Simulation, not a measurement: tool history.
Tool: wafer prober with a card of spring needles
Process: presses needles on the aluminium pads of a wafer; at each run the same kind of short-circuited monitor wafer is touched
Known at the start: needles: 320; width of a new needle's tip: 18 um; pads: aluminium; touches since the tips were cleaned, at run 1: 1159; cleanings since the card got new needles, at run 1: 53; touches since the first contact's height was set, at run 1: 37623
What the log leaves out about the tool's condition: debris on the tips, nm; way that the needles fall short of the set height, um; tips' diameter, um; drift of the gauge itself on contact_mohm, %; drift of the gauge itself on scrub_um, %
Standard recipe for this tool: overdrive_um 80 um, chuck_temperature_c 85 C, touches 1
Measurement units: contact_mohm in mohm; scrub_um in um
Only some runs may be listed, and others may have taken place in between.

run,hour,overdrive_um,chuck_temperature_c,touches,touches since the tips were cleaned,cleanings since the card got new needles,touches since the first contact's height was set,contact_mohm,scrub_um
1,0.0,80,85,1,1159,53,37623,256,15.91
# hour 15.8: tips cleaned on abrasive film
# hour 33.1: tips cleaned on abrasive film
2,43.6,80,25,1,2776,55,49098,273,16.01
# hour 49.8: tips cleaned on abrasive film
# hour 68.0: tips cleaned on abrasive film
3,77.7,80,25,1,2558,57,58058,260,15.80
# hour 88.2: tips cleaned on abrasive film
# hour 104.7: tips cleaned on abrasive film
4,104.7,80,25,1,0,59,65162,222,15.87
# hour 122.6: tips cleaned on abrasive film
# hour 141.2: tips cleaned on abrasive film
5,146.4,80,85,1,1366,61,76126,264,15.75
# hour 160.5: tips cleaned on abrasive film
# hour 177.2: tips cleaned on abrasive film
6,178.0,80,85,2,201,63,84426,242,15.65
# hour 194.0: tips cleaned on abrasive film
7,203.2,80,85,2,2424,64,91067,258,15.97
# hour 213.3: tips cleaned on abrasive film
# hour 230.3: tips cleaned on abrasive film
8,237.5,80,85,2,1900,66,100085,249,15.53
# hour 248.7: tips cleaned on abrasive film
# hour 266.8: tips cleaned on abrasive film
9,268.9,77,85,2,544,68,108337,244,15.18
# hour 285.2: tips cleaned on abrasive film
# hour 303.8: tips cleaned on abrasive film
10,313.0,77,85,2,2444,70,119945,262,15.22
# hour 323.5: tips cleaned on abrasive film
# hour 342.4: tips cleaned on abrasive film
# hour 358.9: tips cleaned on abrasive film
11,358.9,80,36,2,0,73,132000,221,15.36
# hour 377.8: tips cleaned on abrasive film
# hour 395.5: tips cleaned on abrasive film
12,395.5,61,51,1,0,75,141634,242,11.70
# hour 412.9: tips cleaned on abrasive film
13,426.2,61,51,1,3520,76,149713,326,11.59
# hour 429.5: tips cleaned on abrasive film
# hour 446.6: tips cleaned on abrasive film
14,455.4,77,51,1,2327,78,157393,266,14.73
# hour 465.4: tips cleaned on abrasive film
15,474.2,98,51,2,2331,79,162350,237,19.13
# hour 484.1: tips cleaned on abrasive film
# hour 500.9: tips cleaned on abrasive film
16,510.0,81,96,2,2416,81,171750,259,15.49
# hour 519.0: tips cleaned on abrasive film
17,532.2,81,96,2,3497,82,177598,270,15.32
# hour 536.1: tips cleaned on abrasive film
# hour 554.4: tips cleaned on abrasive film
# hour 574.6: tips cleaned on abrasive film
18,574.6,80,85,1,0,85,188723,242,15.31

Subtracting, for every run, the result it would have given without the tool's unlogged condition from the measured result gives the following. The same run-to-run variation enters both numbers; the gauge's scatter may not:
run,contact_mohm,scrub_um
1,+26,-0.16
2,+51,-0.20
3,+41,-0.23
4,+4,-0.28
5,+31,-0.32
6,+9,-0.37
7,+25,-0.39
8,+21,-0.43
9,+11,-0.46
10,+30,-0.50
11,+5,-0.57
12,+13,-0.61
13,+102,-0.63
14,+46,-0.67
15,+19,-0.70
16,+28,-0.74
17,+34,-0.75
18,+10,-0.81
